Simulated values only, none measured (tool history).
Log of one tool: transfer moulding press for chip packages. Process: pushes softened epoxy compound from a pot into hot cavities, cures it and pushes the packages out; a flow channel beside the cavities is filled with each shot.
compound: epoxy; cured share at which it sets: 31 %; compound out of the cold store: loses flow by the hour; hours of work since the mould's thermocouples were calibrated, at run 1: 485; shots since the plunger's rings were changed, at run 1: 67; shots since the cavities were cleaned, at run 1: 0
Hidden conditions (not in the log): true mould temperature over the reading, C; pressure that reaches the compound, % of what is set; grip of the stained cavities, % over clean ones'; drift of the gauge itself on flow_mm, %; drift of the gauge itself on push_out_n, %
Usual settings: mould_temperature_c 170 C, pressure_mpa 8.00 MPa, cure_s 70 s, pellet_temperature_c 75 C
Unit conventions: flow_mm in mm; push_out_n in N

| run | day | mould_temperature_c | pressure_mpa | cure_s | pellet_temperature_c | hours of work since the mould's thermocouples were calibrated | shots since the plunger's rings were changed | shots since the cavities were cleaned | incoming compound's hours out of the cold store | flow_mm | push_out_n |
|---|---|---|---|---|---|---|---|---|---|---|---|
| 1 | 0.000 | 170 | 8.00 | 70 | 75 | 485 | 67 | 0 | 23.0 | 948 | 561 |
| 2 | 1.900 | 170 | 8.00 | 70 | 75 | 512 | 737 | 670 | 43.2 | 898 | 1015 |
|  | 3.221 | cavities cleaned with cleaning compound and waxed |
| 3 | 3.496 | 170 | 8.00 | 70 | 75 | 534 | 1276 | 97 | 33.9 | 918 | 679 |
| 4 | 5.667 | 170 | 8.00 | 70 | 75 | 565 | 2040 | 861 | 38.9 | 888 | 1063 |
|  | 6.375 | cavities cleaned with cleaning compound and waxed |
| 5 | 7.200 | 170 | 8.63 | 70 | 75 | 586 | 2557 | 290 | 12.7 | 992 | 855 |
| 6 | 8.967 | 170 | 8.00 | 70 | 80 | 612 | 3179 | 912 | 18.5 | 927 | 1154 |
|  | 9.646 | cavities cleaned with cleaning compound and waxed |
| 7 | 10.554 | 170 | 8.00 | 70 | 80 | 633 | 3716 | 319 | 47.7 | 849 | 822 |
| 8 | 11.942 | 170 | 8.00 | 70 | 80 | 653 | 4203 | 806 | 47.6 | 837 | 1016 |
|  | 12.679 | plunger's sealing rings changed |
|  | 12.933 | cavities cleaned with cleaning compound and waxed |
| 9 | 13.308 | 170 | 8.00 | 70 | 75 | 670 | 199 | 131 | 30.1 | 930 | 687 |
| 10 | 15.450 | 170 | 8.00 | 70 | 84 | 701 | 953 | 885 | 27.7 | 926 | 1084 |
|  | 16.175 | cavities cleaned with cleaning compound and waxed |
| 11 | 17.017 | 170 | 8.00 | 70 | 84 | 723 | 1482 | 296 | 18.8 | 949 | 824 |
| 12 | 18.412 | 170 | 8.00 | 70 | 75 | 743 | 1973 | 787 | 18.9 | 939 | 1103 |
|  | 19.321 | cavities cleaned with cleaning compound and waxed |
| 13 | 20.538 | 170 | 8.00 | 70 | 75 | 772 | 2700 | 428 | 44.6 | 867 | 888 |
|  | 22.562 | cavities cleaned with cleaning compound and waxed |
| 14 | 22.975 | 170 | 8.00 | 70 | 75 | 806 | 3535 | 145 | 34.4 | 885 | 709 |
| 15 | 24.429 | 176 | 6.74 | 60 | 83 | 827 | 4046 | 656 | 19.7 | 832 | 973 |
|  | 25.592 | plunger's sealing rings changed |
|  | 25.846 | cavities cleaned with cleaning compound and waxed |
| 16 | 26.054 | 176 | 6.17 | 62 | 83 | 848 | 141 | 74 | 9.6 | 851 | 601 |
| 17 | 27.638 | 176 | 6.17 | 62 | 83 | 870 | 699 | 632 | 14.9 | 841 | 919 |
|  | 27.942 | mould's thermocouples calibrated |
|  | 29.225 | cavities cleaned with cleaning compound and waxed |
| 18 | 29.704 | 176 | 6.17 | 62 | 83 | 24 | 1375 | 170 | 32.8 | 785 | 599 |
| 19 | 31.954 | 170 | 6.90 | 70 | 77 | 57 | 2166 | 961 | 10.8 | 895 | 1162 |
|  | 32.379 | cavities cleaned with cleaning compound and waxed |
| 20 | 34.375 | 173 | 8.23 | 70 | 75 | 90 | 2996 | 702 | 25.5 | 910 | 896 |
|  | 35.579 | cavities cleaned with cleaning compound and waxed |
| 21 | 36.204 | 170 | 9.24 | 70 | 75 | 115 | 3617 | 218 | 41.2 | 932 | 734 |
| 22 | 38.054 | 170 | 8.00 | 108 | 65 | 142 | 4269 | 870 | 13.3 | 923 | 797 |
|  | 38.575 | plunger's sealing rings changed |
|  | 38.846 | cavities cleaned with cleaning compound and waxed |
| 23 | 40.579 | 170 | 9.46 | 70 | 83 | 176 | 684 | 610 | 32.6 | 1007 | 988 |
|  | 42.067 | cavities cleaned with cleaning compound and waxed |
| 24 | 43.075 | 170 | 9.46 | 70 | 83 | 211 | 1540 | 355 | 9.0 | 1064 | 857 |
| 25 | 45.017 | 170 | 9.69 | 70 | 80 | 238 | 2223 | 1038 | 11.7 | 1054 | 1181 |
|  | 45.200 | cavities cleaned with cleaning compound and waxed |
| 26 | 46.246 | 162 | 9.68 | 74 | 67 | 255 | 2634 | 368 | 14.7 | 1057 | 1403 |
| 27 | 47.621 | 162 | 7.31 | 96 | 76 | 275 | 3117 | 851 | 45.2 | 841 | 941 |
|  | 48.417 | cavities cleaned with cleaning compound and waxed |
| 28 | 48.829 | 162 | 7.31 | 96 | 76 | 291 | 3521 | 144 | 41.1 | 844 | 617 |

Entry by entry between the runs, the difference in hidden state between the last listed run before and the first listed run after:
Between runs 2 and 3: cavities cleaned with cleaning compound and waxed (day 3.221)
  true mould temperature over the reading, C: -0.53 -> -0.56; pressure that reaches the compound, % of what is set: 97.81 -> 96.52; grip of the stained cavities, % over clean ones': 93.3 -> 26.5
  what was measured, less what the result would be without the hidden state, flow_mm: -9 -> -15 mm; push_out_n: +504 -> +158 N
Between runs 4 and 5: cavities cleaned with cleaning compound and waxed (day 6.375)
  true mould temperature over the reading, C: -0.61 -> -0.64; pressure that reaches the compound, % of what is set: 94.73 -> 93.41; grip of the stained cavities, % over clean ones': 107.9 -> 58.7
  what was measured, less what the result would be without the hidden state, flow_mm: -23 -> -33 mm; push_out_n: +567 -> +337 N
Between runs 6 and 7: cavities cleaned with cleaning compound and waxed (day 9.646)
  true mould temperature over the reading, C: -0.68 -> -0.71; pressure that reaches the compound, % of what is set: 91.92 -> 90.7; grip of the stained cavities, % over clean ones': 111.1 -> 55.5
  what was measured, less what the result would be without the hidden state, flow_mm: -38 -> -41 mm; push_out_n: +626 -> +313 N
Between runs 8 and 9: plunger's sealing rings changed (day 12.679); cavities cleaned with cleaning compound and waxed (day 12.933)
  true mould temperature over the reading, C: -0.74 -> -0.77; pressure that reaches the compound, % of what is set: 89.54 -> 99.18; grip of the stained cavities, % over clean ones': 98.6 -> 25.5
  what was measured, less what the result would be without the hidden state, flow_mm: -46 -> -2 mm; push_out_n: +521 -> +161 N
Between runs 10 and 11: cavities cleaned with cleaning compound and waxed (day 16.175)
  true mould temperature over the reading, C: -0.81 -> -0.84; pressure that reaches the compound, % of what is set: 97.4 -> 96.24; grip of the stained cavities, % over clean ones': 109 -> 53.8
  what was measured, less what the result would be without the hidden state, flow_mm: -10 -> -16 mm; push_out_n: +587 -> +310 N
Between runs 12 and 13: cavities cleaned with cleaning compound and waxed (day 19.321)
  true mould temperature over the reading, C: -0.87 -> -0.91; pressure that reaches the compound, % of what is set: 95.02 -> 93.42; grip of the stained cavities, % over clean ones': 99.5 -> 72.2
  what was measured, less what the result would be without the hidden state, flow_mm: -22 -> -28 mm; push_out_n: +580 -> +398 N
Between runs 13 and 14: cavities cleaned with cleaning compound and waxed (day 22.562)
  true mould temperature over the reading, C: -0.91 -> -0.96; pressure that reaches the compound, % of what is set: 93.42 -> 91.43; grip of the stained cavities, % over clean ones': 72.2 -> 33
  what was measured, less what the result would be without the hidden state, flow_mm: -28 -> -38 mm; push_out_n: +398 -> +200 N
Between runs 15 and 16: plunger's sealing rings changed (day 25.592); cavities cleaned with cleaning compound and waxed (day 25.846)
  true mould temperature over the reading, C: -0.99 -> -1.02; pressure that reaches the compound, % of what is set: 90.26 -> 99.29; grip of the stained cavities, % over clean ones': 93.4 -> 16.1
  what was measured, less what the result would be without the hidden state, flow_mm: -41 -> -1 mm; push_out_n: +492 -> +108 N
Between runs 17 and 18: mould's thermocouples calibrated (day 27.942); cavities cleaned with cleaning compound and waxed (day 29.225)
  true mould temperature over the reading, C: -1.05 -> 0.18; pressure that reaches the compound, % of what is set: 97.98 -> 96.37; grip of the stained cavities, % over clean ones': 88.7 -> 37.1
  what was measured, less what the result would be without the hidden state, flow_mm: -7 -> -15 mm; push_out_n: +456 -> +161 N
Between runs 19 and 20: cavities cleaned with cleaning compound and waxed (day 32.379)
  true mould temperature over the reading, C: 0.13 -> 0.08; pressure that reaches the compound, % of what is set: 94.44 -> 92.53; grip of the stained cavities, % over clean ones': 110 -> 93.9
  what was measured, less what the result would be without the hidden state, flow_mm: -26 -> -37 mm; push_out_n: +603 -> +431 N
Between runs 20 and 21: cavities cleaned with cleaning compound and waxed (day 35.579)
  true mould temperature over the reading, C: 0.08 -> 0.05; pressure that reaches the compound, % of what is set: 92.53 -> 91.08; grip of the stained cavities, % over clean ones': 93.9 -> 45.2
  what was measured, less what the result would be without the hidden state, flow_mm: -37 -> -45 mm; push_out_n: +431 -> +227 N
Between runs 22 and 23: plunger's sealing rings changed (day 38.575); cavities cleaned with cleaning compound and waxed (day 38.846)
  true mould temperature over the reading, C: 0.01 -> -0.04; pressure that reaches the compound, % of what is set: 89.66 -> 98.36; grip of the stained cavities, % over clean ones': 107.9 -> 91
  what was measured, less what the result would be without the hidden state, flow_mm: -52 -> -8 mm; push_out_n: +412 -> +471 N
Between runs 23 and 24: cavities cleaned with cleaning compound and waxed (day 42.067)
  true mould temperature over the reading, C: -0.04 -> -0.09; pressure that reaches the compound, % of what is set: 98.36 -> 96.23; grip of the stained cavities, % over clean ones': 91 -> 61.8
  what was measured, less what the result would be without the hidden state, flow_mm: -8 -> -20 mm; push_out_n: +471 -> +330 N
Between runs 25 and 26: cavities cleaned with cleaning compound and waxed (day 45.200)
  true mould temperature over the reading, C: -0.14 -> -0.16; pressure that reaches the compound, % of what is set: 94.64 -> 93.71; grip of the stained cavities, % over clean ones': 112.6 -> 67
  what was measured, less what the result would be without the hidden state, flow_mm: -29 -> -35 mm; push_out_n: +630 -> +573 N
Between runs 27 and 28: cavities cleaned with cleaning compound and waxed (day 48.417)
  true mould temperature over the reading, C: -0.19 -> -0.21; pressure that reaches the compound, % of what is set: 92.62 -> 91.64; grip of the stained cavities, % over clean ones': 106.5 -> 34.2
  what was measured, less what the result would be without the hidden state, flow_mm: -32 -> -38 mm; push_out_n: +489 -> +160 N

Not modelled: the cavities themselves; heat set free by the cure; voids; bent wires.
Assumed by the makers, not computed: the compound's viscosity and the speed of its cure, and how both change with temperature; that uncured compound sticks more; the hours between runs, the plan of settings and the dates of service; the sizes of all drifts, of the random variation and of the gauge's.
